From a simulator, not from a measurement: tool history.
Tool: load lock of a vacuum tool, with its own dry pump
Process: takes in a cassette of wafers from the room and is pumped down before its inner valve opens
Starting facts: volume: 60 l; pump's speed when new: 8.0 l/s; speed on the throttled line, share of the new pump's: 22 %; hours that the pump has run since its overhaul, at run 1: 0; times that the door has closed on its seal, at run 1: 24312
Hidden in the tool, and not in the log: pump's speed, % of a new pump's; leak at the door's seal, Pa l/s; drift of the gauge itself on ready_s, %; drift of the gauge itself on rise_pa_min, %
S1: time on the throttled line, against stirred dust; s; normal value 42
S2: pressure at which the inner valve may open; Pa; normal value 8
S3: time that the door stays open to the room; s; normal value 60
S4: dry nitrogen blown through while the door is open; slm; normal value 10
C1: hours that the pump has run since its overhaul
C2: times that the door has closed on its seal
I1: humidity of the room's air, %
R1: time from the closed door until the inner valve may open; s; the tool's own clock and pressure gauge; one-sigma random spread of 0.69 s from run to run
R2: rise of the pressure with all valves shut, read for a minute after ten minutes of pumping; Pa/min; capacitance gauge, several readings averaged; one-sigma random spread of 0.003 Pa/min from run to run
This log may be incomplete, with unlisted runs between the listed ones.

run 1 day=0 | S1=42 S2=8 S3=60 S4=10 | C1=0 C2=24312 | I1=44.7 | R1=105.4 R2=0.143
run 2 day=13.729 | S1=42 S2=8 S3=60 S4=10 | C1=329 C2=25208 | I1=45.6 | R1=104.8 R2=0.145
run 3 day=21.992 | S1=42 S2=8 S3=150 S4=10 | C1=528 C2=25747 | I1=43.7 | R1=107.4 R2=0.194
run 4 day=32.404 | S1=42 S2=8 S3=150 S4=10 | C1=778 C2=26426 | I1=43.4 | R1=105.9 R2=0.195
run 5 day=39.408 | S1=42 S2=8 S3=150 S4=35 | C1=946 C2=26883 | I1=43.4 | R1=106 R2=0.16
run 6 day=48.729 | S1=42 S2=8 S3=58 S4=10 | C1=1169 C2=27491 | I1=45.2 | R1=105 R2=0.159
run 7 day=59.85 | S1=42 S2=8 S3=60 S4=10 | C1=1436 C2=28217 | I1=45.1 | R1=106.9 R2=0.165
run 8 day=72.021 | S1=42 S2=8 S3=60 S4=10 | C1=1729 C2=29011 | I1=45.9 | R1=106.1 R2=0.163
run 9 day=85.446 | S1=42 S2=8 S3=60 S4=10 | C1=2051 C2=29887 | I1=44.1 | R1=107.9 R2=0.168
run 10 day=99.438 | S1=42 S2=10 S3=61 S4=10 | C1=2387 C2=30800 | I1=43.4 | R1=105.4 R2=0.173
run 11 day=113.283 | S1=42 S2=10 S3=61 S4=10 | C1=2719 C2=31703 | I1=45 | R1=105.3 R2=0.182
run 12 day=123.292 | S1=30 S2=10 S3=61 S4=43 | C1=2959 C2=32356 | I1=47.4 | R1=96.6 R2=0.16
run 13 day=133.392 | S1=42 S2=9 S3=60 S4=42 | C1=3201 C2=33015 | I1=45.7 | R1=106 R2=0.164
run 14 day=140.038 | S1=42 S2=7 S3=168 S4=10 | C1=3361 C2=33449 | I1=45.1 | R1=108.4 R2=0.254
run 15 day=151.975 | S1=42 S2=7 S3=168 S4=10 | C1=3647 C2=34228 | I1=46.7 | R1=111 R2=0.261
run 16 day=161.142 | S1=42 S2=7 S3=168 S4=10 | C1=3867 C2=34826 | I1=43.9 | R1=110 R2=0.255
run 17 day=172.2 | S1=42 S2=7 S3=168 S4=10 | C1=4133 C2=35547 | I1=47.7 | R1=111.3 R2=0.262
run 18 day=186.358 | S1=30 S2=9 S3=76 S4=14 | C1=4473 C2=36471 | I1=44.4 | R1=99.5 R2=0.212

5 ways to go on from here, each from the tool as it stands after run 18. What would each give?
run A day=196.088 | S1=42 S2=7 S3=60 S4=7 | C1=4706 C2=37106 | I1=45.3 | R1=? R2=?
run B day=196.088 | S1=41 S2=9 S3=76 S4=36 | C1=4706 C2=37106 | I1=43.6 | R1=? R2=?
run C day=196.088 | S1=32 S2=12 S3=76 S4=14 | C1=4706 C2=37106 | I1=42 | R1=? R2=?
run D day=196.088 | S1=39 S2=8 S3=60 S4=10 | C1=4706 C2=37106 | I1=44.8 | R1=? R2=?
run E day=196.088 | S1=77 S2=9 S3=130 S4=17 | C1=4706 C2=37106 | I1=46.7 | R1=? R2=?

run=A R1=110.3 R2=0.219
run=B R1=106.4 R2=0.2
run=C R1=98 R2=0.216
run=D R1=107 R2=0.21
run=E R1=135.9 R2=0.24
The same runs, with their run-to-run variation unchanged, on a tool lacking any hidden condition would have given:
run=A R1=105.2 R2=0.057
run=B R1=101.6 R2=0.035
run=C R1=93.2 R2=0.053
run=D R1=101.9 R2=0.047
run=E R1=131.5 R2=0.074

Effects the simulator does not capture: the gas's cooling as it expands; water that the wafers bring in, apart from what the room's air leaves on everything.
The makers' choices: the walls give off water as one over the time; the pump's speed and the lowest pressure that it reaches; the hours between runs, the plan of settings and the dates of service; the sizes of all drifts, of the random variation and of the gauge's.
